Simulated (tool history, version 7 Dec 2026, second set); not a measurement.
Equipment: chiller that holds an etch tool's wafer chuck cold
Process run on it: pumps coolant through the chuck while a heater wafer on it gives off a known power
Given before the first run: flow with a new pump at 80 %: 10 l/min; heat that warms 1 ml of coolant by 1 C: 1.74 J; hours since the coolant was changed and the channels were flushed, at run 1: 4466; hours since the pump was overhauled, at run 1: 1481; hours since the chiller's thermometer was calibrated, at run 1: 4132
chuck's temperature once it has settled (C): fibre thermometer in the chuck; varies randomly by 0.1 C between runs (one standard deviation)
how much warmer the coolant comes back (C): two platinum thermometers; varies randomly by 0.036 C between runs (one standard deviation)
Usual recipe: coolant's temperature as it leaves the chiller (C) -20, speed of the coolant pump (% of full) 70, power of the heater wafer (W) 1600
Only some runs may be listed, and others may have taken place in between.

run,hour,coolant's temperature as it leaves the chiller (C),speed of the coolant pump (% of full),power of the heater wafer (W),hours since the coolant was changed and the channels were flushed,hours since the pump was overhauled,hours since the chiller's thermometer was calibrated,chuck's temperature once it has settled (C),how much warmer the coolant comes back (C)
1,0.0,-20,70,1600,4466,1481,4132,-8.6,6.41
2,106.9,-22,70,1600,4573,1588,4239,-10.5,6.40
3,251.6,-22,70,1600,4718,1733,4384,-10.5,6.40
4,362.1,-20,68,1600,4828,1843,4494,-8.2,6.60
5,516.0,-20,68,1600,4982,1997,4648,-8.4,6.69
6,619.7,-20,68,1600,5086,2101,4752,-8.5,6.61
7,734.0,-20,94,1600,5200,2215,4866,-10.7,4.62
8,853.4,-20,70,1600,5320,2334,4985,-8.4,6.35
# hour 901.5: coolant changed, channels flushed
9,989.4,-20,70,1600,88,2464,5115,-8.6,6.41
10,1157.9,-20,70,1600,256,2633,5284,-8.6,6.43
11,1298.8,-20,70,1600,397,2774,5425,-8.5,6.42
12,1472.7,-20,70,1600,571,2948,5599,-8.5,6.33
13,1563.1,-20,63,1600,662,3038,5689,-7.6,7.12
# hour 1638.3: chiller's thermometer calibrated
14,1684.9,-20,98,1600,782,3159,47,-11.2,4.45
15,1782.1,-20,98,1600,880,3256,144,-11.1,4.47
16,1880.9,-20,98,1600,978,3355,243,-11.1,4.47
17,1989.0,-20,100,1164,1087,3463,351,-13.5,3.14
18,2084.2,-25,65,1310,1182,3558,446,-15.1,5.71
19,2175.2,-23,98,960,1273,3649,537,-17.5,2.69
20,2310.6,-15,84,1830,1408,3785,672,-3.6,5.97
21,2475.8,-15,84,1830,1573,3950,837,-3.4,5.94
22,2609.0,-15,84,1830,1707,4083,971,-3.6,5.97
23,2757.2,-15,84,1830,1855,4231,1119,-3.4,5.96
24,2849.4,-15,84,1830,1947,4323,1211,-3.5,6.04
25,2965.2,-27,67,970,2063,4439,1327,-19.8,4.09
26,3118.1,-27,67,970,2216,4592,1480,-19.8,4.10
27,3235.0,-14,97,1492,2332,4709,1597,-5.4,4.24
28,3393.4,-14,97,1492,2491,4867,1755,-5.5,4.19
29,3571.5,-16,80,827,2669,5046,1933,-10.6,2.88
30,3666.0,-18,70,1600,2763,5140,2028,-6.6,6.46
31,3836.3,-18,89,1180,2934,5310,2198,-10.9,3.64

Take each entry between the runs: how does the hidden state at the last listed run before it differ from the hidden state at the first listed run after it?
After run 8, before run 9: coolant changed, channels flushed (hour 901.5)
  heat passed by the chuck's channels, % of clean ones': 99.8 -> 100
After run 13, before run 14: chiller's thermometer calibrated (hour 1638.3)
  coolant's true temperature over the reading, C: -0.03 -> 0

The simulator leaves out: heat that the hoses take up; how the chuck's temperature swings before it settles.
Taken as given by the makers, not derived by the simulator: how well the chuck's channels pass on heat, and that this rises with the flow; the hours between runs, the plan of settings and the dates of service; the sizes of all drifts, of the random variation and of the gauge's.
